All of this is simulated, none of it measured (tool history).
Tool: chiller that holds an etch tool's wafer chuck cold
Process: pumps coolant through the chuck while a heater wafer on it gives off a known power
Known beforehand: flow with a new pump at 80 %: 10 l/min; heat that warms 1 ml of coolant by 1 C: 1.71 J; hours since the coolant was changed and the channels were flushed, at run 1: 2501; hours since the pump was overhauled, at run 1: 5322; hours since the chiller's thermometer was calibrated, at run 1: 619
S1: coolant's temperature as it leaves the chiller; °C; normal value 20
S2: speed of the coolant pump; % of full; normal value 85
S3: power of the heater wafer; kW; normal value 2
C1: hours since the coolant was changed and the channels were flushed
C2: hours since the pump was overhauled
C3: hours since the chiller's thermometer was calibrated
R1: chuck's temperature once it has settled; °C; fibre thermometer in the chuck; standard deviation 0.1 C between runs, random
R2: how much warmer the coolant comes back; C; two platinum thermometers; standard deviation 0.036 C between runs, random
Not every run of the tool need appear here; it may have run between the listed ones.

run     day  S1  S2     S3    C1    C2    C3    R1     R2
  1       0  20  85      2  2501  5322   619  38.3   7.04
  2     5.9  20  85      2  2642  5464   761  38.6   7.11
  3  10.529  20  85      2  2754  5575   872  38.5   7.13
  4  13.196  20  85      2  2818  5639   936  38.5   7.06
  5  16.108  20  85      2  2887  5709  1006  38.7   7.07
  6  21.946  20  85      2  3028  5849  1146  38.7    7.1
  7  25.583  20  85      2  3115  5936  1233  38.6   7.14
  8  29.504  20  85      2  3209  6030  1327  38.7   7.15
  9  32.696  20  85      2  3286  6107  1404  38.6    7.1
 10  36.696  20  85      2  3382  6203  1500  38.9   7.27
 11  42.612  20  85      2  3524  6345  1642  38.9   7.18
 12  48.925  14  96   1.58  3675  6496  1793  27.7      5
 13  52.417  14  96   1.58  3759  6580  1877  27.6   5.04
 14  56.438  14  99  1.392  3855  6677  1974  25.8    4.2
 15  61.504  24  99  2.709  3977  6798  2095  47.3   8.45
 16  66.121  17  99  2.709  4088  6909  2206    40   8.33
 17  71.696  17  99  2.709  4222  7043  2340  40.3   8.44
 18  77.583  27  73  2.472  4363  7184  2481    54  10.54

What will run 19 give?
 19  81.625  15  85   2  4460  7281  2578   ?   ?

{"run 19": {"R1": 34.5, "R2": 7.35}}
Take away the tool's hidden state, keep the run-to-run variation as it was, and the same run would have given R1 31.8 °C, R2 6.62 C.
